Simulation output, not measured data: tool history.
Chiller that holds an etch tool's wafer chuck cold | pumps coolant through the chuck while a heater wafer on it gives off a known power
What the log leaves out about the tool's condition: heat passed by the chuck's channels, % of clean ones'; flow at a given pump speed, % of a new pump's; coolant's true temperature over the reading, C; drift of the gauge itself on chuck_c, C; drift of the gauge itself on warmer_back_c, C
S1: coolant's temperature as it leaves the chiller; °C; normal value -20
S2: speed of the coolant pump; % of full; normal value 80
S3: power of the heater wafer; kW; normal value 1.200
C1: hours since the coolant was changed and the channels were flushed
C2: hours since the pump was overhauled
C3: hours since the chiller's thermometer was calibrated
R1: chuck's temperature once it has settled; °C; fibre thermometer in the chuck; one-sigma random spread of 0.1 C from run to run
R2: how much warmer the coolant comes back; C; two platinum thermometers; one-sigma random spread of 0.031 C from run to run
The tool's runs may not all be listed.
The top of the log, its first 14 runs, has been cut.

{"run": 15, "day": 24.254, "S1": -20, "S2": 80, "S3": 0.648, "C1": 2389, "C2": 1167, "C3": 2732, "R1": -15.5, "R2": 1.45}
{"run": 16, "day": 25.838, "S1": -20, "S2": 80, "S3": 1.2, "C1": 2427, "C2": 1205, "C3": 2770, "R1": -12.0, "R2": 2.68}
{"run": 17, "day": 27.788, "S1": -27, "S2": 80, "S3": 0.64, "C1": 2473, "C2": 1252, "C3": 2817, "R1": -22.7, "R2": 1.44}
{"run": 18, "day": 29.612, "S1": -13, "S2": 93, "S3": 1.2, "C1": 2517, "C2": 1296, "C3": 2861, "R1": -5.9, "R2": 2.3}
{"run": 19, "day": 31.517, "S1": -18, "S2": 93, "S3": 1.2, "C1": 2563, "C2": 1341, "C3": 2907, "R1": -10.8, "R2": 2.33}
{"run": 20, "day": 32.904, "S1": -18, "S2": 93, "S3": 1.2, "C1": 2596, "C2": 1375, "C3": 2940, "R1": -10.6, "R2": 2.23}
{"day": 33.238, "done": "coolant pump overhauled"}
{"run": 21, "day": 34.571, "S1": -12, "S2": 85, "S3": 1.642, "C1": 2631, "C2": 32, "C3": 2975, "R1": -1.5, "R2": 3.43}
{"run": 22, "day": 36.129, "S1": -28, "S2": 85, "S3": 0.807, "C1": 2669, "C2": 69, "C3": 3012, "R1": -22.8, "R2": 1.64}
{"run": 23, "day": 37.15, "S1": -17, "S2": 61, "S3": 1.2, "C1": 2693, "C2": 94, "C3": 3037, "R1": -7.2, "R2": 3.57}
{"run": 24, "day": 38.683, "S1": -17, "S2": 69, "S3": 1.685, "C1": 2730, "C2": 131, "C3": 3074, "R1": -4.6, "R2": 4.39}
{"run": 25, "day": 40.704, "S1": -21, "S2": 95, "S3": 0.807, "C1": 2778, "C2": 179, "C3": 3122, "R1": -16.3, "R2": 1.52}
{"day": 41.017, "done": "coolant pump overhauled, once more"}
{"run": 26, "day": 42.379, "S1": -21, "S2": 95, "S3": 0.807, "C1": 2814, "C2": 33, "C3": 3157, "R1": -16.0, "R2": 1.47}
{"run": 27, "day": 43.454, "S1": -21, "S2": 95, "S3": 0.807, "C1": 2840, "C2": 59, "C3": 3183, "R1": -15.9, "R2": 1.49}
{"run": 28, "day": 44.817, "S1": -21, "S2": 95, "S3": 0.807, "C1": 2872, "C2": 91, "C3": 3216, "R1": -16.3, "R2": 1.41}
{"run": 29, "day": 45.833, "S1": -19, "S2": 73, "S3": 1.12, "C1": 2897, "C2": 116, "C3": 3240, "R1": -10.9, "R2": 2.66}
{"run": 30, "day": 46.892, "S1": -19, "S2": 73, "S3": 0.854, "C1": 2922, "C2": 141, "C3": 3266, "R1": -12.8, "R2": 2.02}
{"run": 31, "day": 48.692, "S1": -17, "S2": 73, "S3": 0.854, "C1": 2965, "C2": 184, "C3": 3309, "R1": -10.9, "R2": 2.05}

Predict each of these 3 candidate next runs independently; none follows another, all start after run 31:
{"run": "A", "day": 50.379, "S1": -20, "S2": 63, "S3": 1.2, "C1": 3006, "C2": 225, "C3": 3349, "R1": "?", "R2": "?"}
{"run": "B", "day": 50.379, "S1": -24, "S2": 80, "S3": 1.2, "C1": 3006, "C2": 225, "C3": 3349, "R1": "?", "R2": "?"}
{"run": "C", "day": 50.379, "S1": -24, "S2": 99, "S3": 1.513, "C1": 3006, "C2": 225, "C3": 3349, "R1": "?", "R2": "?"}

run=A R1=-10.6 R2=3.32
run=B R1=-15.9 R2=2.54
run=C R1=-15.2 R2=2.66
Without the tool's unlogged condition, the same runs would have read:
run=A R1=-11.2 R2=3.31
run=B R1=-16.5 R2=2.53
run=C R1=-15.8 R2=2.65
